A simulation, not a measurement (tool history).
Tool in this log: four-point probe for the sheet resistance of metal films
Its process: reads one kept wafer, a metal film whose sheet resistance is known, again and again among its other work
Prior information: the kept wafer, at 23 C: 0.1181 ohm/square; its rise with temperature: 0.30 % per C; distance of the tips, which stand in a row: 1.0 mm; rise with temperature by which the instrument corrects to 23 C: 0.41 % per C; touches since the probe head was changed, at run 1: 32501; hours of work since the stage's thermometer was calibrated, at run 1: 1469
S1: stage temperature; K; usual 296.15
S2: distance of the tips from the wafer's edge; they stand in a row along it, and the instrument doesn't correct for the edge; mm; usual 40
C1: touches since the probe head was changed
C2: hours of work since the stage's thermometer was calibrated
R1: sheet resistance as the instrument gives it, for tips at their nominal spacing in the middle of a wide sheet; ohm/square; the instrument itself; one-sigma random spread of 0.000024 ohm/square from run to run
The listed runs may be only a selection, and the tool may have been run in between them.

{"run": 1, "hour": 0.0, "S1": 296.15, "S2": 40, "C1": 32501, "C2": 1469, "R1": 0.117311}
{"run": 2, "hour": 88.8, "S1": 296.15, "S2": 40, "C1": 34983, "C2": 1532, "R1": 0.117283}
{"run": 3, "hour": 137.5, "S1": 296.15, "S2": 40, "C1": 36341, "C2": 1567, "R1": 0.117271}
{"run": 4, "hour": 231.9, "S1": 296.15, "S2": 40, "C1": 38980, "C2": 1634, "R1": 0.117196}
{"run": 5, "hour": 310.9, "S1": 296.15, "S2": 40, "C1": 41185, "C2": 1691, "R1": 0.117174}
{"run": 6, "hour": 402.9, "S1": 296.15, "S2": 43, "C1": 43754, "C2": 1756, "R1": 0.117175}
{"run": 7, "hour": 465.0, "S1": 296.15, "S2": 43, "C1": 45489, "C2": 1801, "R1": 0.117109}
{"run": 8, "hour": 550.0, "S1": 296.15, "S2": 43, "C1": 47863, "C2": 1861, "R1": 0.117079}
{"run": 9, "hour": 611.4, "S1": 296.15, "S2": 40, "C1": 49579, "C2": 1905, "R1": 0.117055}
{"run": 10, "hour": 696.9, "S1": 296.15, "S2": 40, "C1": 51967, "C2": 1966, "R1": 0.117036}
{"run": 11, "hour": 739.8, "S1": 296.15, "S2": 40, "C1": 53164, "C2": 1997, "R1": 0.11694}
{"run": 12, "hour": 835.3, "S1": 296.15, "S2": 40, "C1": 55834, "C2": 2065, "R1": 0.116958}
{"run": 13, "hour": 874.6, "S1": 296.15, "S2": 40, "C1": 56932, "C2": 2093, "R1": 0.11695}
{"run": 14, "hour": 916.1, "S1": 296.15, "S2": 40, "C1": 58091, "C2": 2122, "R1": 0.116932}
{"run": 15, "hour": 986.4, "S1": 296.15, "S2": 40, "C1": 60054, "C2": 2173, "R1": 0.116924}
{"run": 16, "hour": 1080.8, "S1": 296.15, "S2": 40, "C1": 62691, "C2": 2240, "R1": 0.116872}
{"hour": 1125.4, "done": "new probe head fitted"}
{"run": 17, "hour": 1162.5, "S1": 296.15, "S2": 40, "C1": 1038, "C2": 2298, "R1": 0.117952}
{"run": 18, "hour": 1233.3, "S1": 296.15, "S2": 40, "C1": 3014, "C2": 2348, "R1": 0.117929}
{"run": 19, "hour": 1289.6, "S1": 301.15, "S2": 4, "C1": 4586, "C2": 2388, "R1": 0.121004}
{"hour": 1294.5, "done": "stage's thermometer calibrated"}
{"run": 20, "hour": 1375.9, "S1": 305.15, "S2": 4, "C1": 6984, "C2": 58, "R1": 0.120524}
{"run": 21, "hour": 1429.0, "S1": 304.15, "S2": 3, "C1": 8466, "C2": 96, "R1": 0.123328}
{"hour": 1472.2, "done": "stage's thermometer calibrated, once more"}
{"run": 22, "hour": 1504.5, "S1": 302.15, "S2": 12, "C1": 10560, "C2": 23, "R1": 0.117721}
{"run": 23, "hour": 1548.1, "S1": 306.15, "S2": 40, "C1": 11778, "C2": 54, "R1": 0.116812}
{"run": 24, "hour": 1604.5, "S1": 306.15, "S2": 40, "C1": 13355, "C2": 94, "R1": 0.116812}
{"run": 25, "hour": 1698.1, "S1": 292.15, "S2": 40, "C1": 15969, "C2": 161, "R1": 0.118531}
{"run": 26, "hour": 1755.6, "S1": 292.15, "S2": 40, "C1": 17575, "C2": 202, "R1": 0.118509}
{"run": 27, "hour": 1816.5, "S1": 299.15, "S2": 28, "C1": 19275, "C2": 246, "R1": 0.117601}
{"run": 28, "hour": 1895.8, "S1": 292.15, "S2": 5, "C1": 21491, "C2": 302, "R1": 0.120948}
{"run": 29, "hour": 1955.2, "S1": 306.15, "S2": 4, "C1": 23150, "C2": 345, "R1": 0.120406}
{"run": 30, "hour": 2013.8, "S1": 306.15, "S2": 4, "C1": 24788, "C2": 386, "R1": 0.120409}
{"run": 31, "hour": 2084.9, "S1": 294.15, "S2": 35, "C1": 26774, "C2": 437, "R1": 0.118117}
{"run": 32, "hour": 2126.3, "S1": 292.15, "S2": 27, "C1": 27931, "C2": 467, "R1": 0.118374}
{"run": 33, "hour": 2193.6, "S1": 308.15, "S2": 21, "C1": 29811, "C2": 515, "R1": 0.116416}
{"run": 34, "hour": 2248.5, "S1": 308.15, "S2": 21, "C1": 31342, "C2": 554, "R1": 0.116413}
{"run": 35, "hour": 2290.1, "S1": 308.15, "S2": 21, "C1": 32505, "C2": 584, "R1": 0.116421}
{"run": 36, "hour": 2341.4, "S1": 308.15, "S2": 21, "C1": 33939, "C2": 620, "R1": 0.116368}

A few steps of R1 between consecutive runs. Split each: what settings, incoming material and random variation would produce without the hidden state, and what is left over for the hidden state, along with gauge scatter present in only one of the two compared results (measured, and without hidden state):
What the log doesn't record here: inner tips' distance over the nominal, %; tips' flats over new ones', %; wafer's true temperature over the reading, C; drift of the gauge itself on sheet_ohm, %.
Run 16 -> 17: new probe head fitted. R1 +0.001080 ohm/square: hidden state +0.001082, all else -0.000002.
Run 18 -> 19: S1 296.15 -> 301.15, S2 40 -> 4. R1 +0.003075 ohm/square: hidden state -0.000026, all else +0.003101.
Run 19 -> 20: S1 301.15 -> 305.15, stage's thermometer calibrated. R1 -0.000480 ohm/square: hidden state -0.000077, all else -0.000403.
Run 21 -> 22: S1 304.15 -> 302.15, S2 3 -> 12, stage's thermometer calibrated, once more. R1 -0.005607 ohm/square: hidden state +0.000312, all else -0.005919.
Run 27 -> 28: S1 299.15 -> 292.15, S2 28 -> 5. R1 +0.003347 ohm/square: hidden state -0.000041, all else +0.003388.
